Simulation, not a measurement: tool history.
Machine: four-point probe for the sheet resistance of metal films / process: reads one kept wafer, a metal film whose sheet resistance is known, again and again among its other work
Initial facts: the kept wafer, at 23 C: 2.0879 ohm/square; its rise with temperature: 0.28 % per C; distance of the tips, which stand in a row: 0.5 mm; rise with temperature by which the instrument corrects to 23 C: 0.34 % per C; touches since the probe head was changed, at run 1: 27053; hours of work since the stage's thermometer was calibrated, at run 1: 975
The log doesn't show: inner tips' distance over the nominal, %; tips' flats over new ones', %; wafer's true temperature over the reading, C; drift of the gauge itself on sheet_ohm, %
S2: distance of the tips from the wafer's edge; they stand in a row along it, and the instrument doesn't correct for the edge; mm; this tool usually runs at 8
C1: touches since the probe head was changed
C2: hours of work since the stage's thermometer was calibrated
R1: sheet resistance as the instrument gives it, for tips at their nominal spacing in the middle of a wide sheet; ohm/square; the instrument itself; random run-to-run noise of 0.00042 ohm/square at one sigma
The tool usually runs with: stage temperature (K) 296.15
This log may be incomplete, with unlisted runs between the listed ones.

{"run": 1, "hour": 0.0, "stage temperature (K)": 296.15, "S2": 8, "C1": 27053, "C2": 975, "R1": 2.100236}
{"run": 2, "hour": 22.7, "stage temperature (K)": 296.15, "S2": 35, "C1": 27714, "C2": 991, "R1": 2.095616}
{"run": 3, "hour": 48.8, "stage temperature (K)": 296.15, "S2": 35, "C1": 28472, "C2": 1008, "R1": 2.096871}
{"run": 4, "hour": 80.6, "stage temperature (K)": 294.15, "S2": 35, "C1": 29397, "C2": 1030, "R1": 2.099675}
{"run": 5, "hour": 109.5, "stage temperature (K)": 294.15, "S2": 35, "C1": 30235, "C2": 1049, "R1": 2.100326}
{"run": 6, "hour": 130.2, "stage temperature (K)": 294.15, "S2": 35, "C1": 30839, "C2": 1063, "R1": 2.099129}
{"run": 7, "hour": 152.8, "stage temperature (K)": 294.15, "S2": 35, "C1": 31495, "C2": 1079, "R1": 2.099935}
{"run": 8, "hour": 183.9, "stage temperature (K)": 296.15, "S2": 8, "C1": 32398, "C2": 1100, "R1": 2.102271}
{"run": 9, "hour": 222.3, "stage temperature (K)": 296.15, "S2": 11, "C1": 33516, "C2": 1125, "R1": 2.099879}
{"run": 10, "hour": 247.0, "stage temperature (K)": 296.15, "S2": 8, "C1": 34234, "C2": 1142, "R1": 2.101647}
{"run": 11, "hour": 275.2, "stage temperature (K)": 299.15, "S2": 8, "C1": 35053, "C2": 1161, "R1": 2.099253}
{"run": 12, "hour": 291.3, "stage temperature (K)": 299.15, "S2": 11, "C1": 35520, "C2": 1172, "R1": 2.096064}
{"run": 13, "hour": 317.9, "stage temperature (K)": 304.15, "S2": 42, "C1": 36295, "C2": 1190, "R1": 2.087811}
{"run": 14, "hour": 340.4, "stage temperature (K)": 299.15, "S2": 24, "C1": 36947, "C2": 1205, "R1": 2.094968}
{"run": 15, "hour": 368.0, "stage temperature (K)": 299.15, "S2": 24, "C1": 37750, "C2": 1224, "R1": 2.094808}
{"run": 16, "hour": 403.2, "stage temperature (K)": 300.15, "S2": 53, "C1": 38773, "C2": 1248, "R1": 2.093875}
{"run": 17, "hour": 440.0, "stage temperature (K)": 296.15, "S2": 63, "C1": 39843, "C2": 1272, "R1": 2.09943}
{"run": 18, "hour": 466.5, "stage temperature (K)": 301.15, "S2": 3, "C1": 40612, "C2": 1290, "R1": 2.123721}
{"run": 19, "hour": 499.5, "stage temperature (K)": 306.15, "S2": 6, "C1": 41572, "C2": 1313, "R1": 2.094748}
{"run": 20, "hour": 518.6, "stage temperature (K)": 297.15, "S2": 8, "C1": 42128, "C2": 1325, "R1": 2.103158}

Run 21 has not been measured yet. What should we expect?
{"run": 21, "hour": 548.9, "stage temperature (K)": 292.15, "S2": 50, "C1": 43008, "C2": 1346, "R1": "?"}

R1: 2.106214 ohm/square
Without the tool's hidden state the same run would have given R1 2.093847 ohm/square.
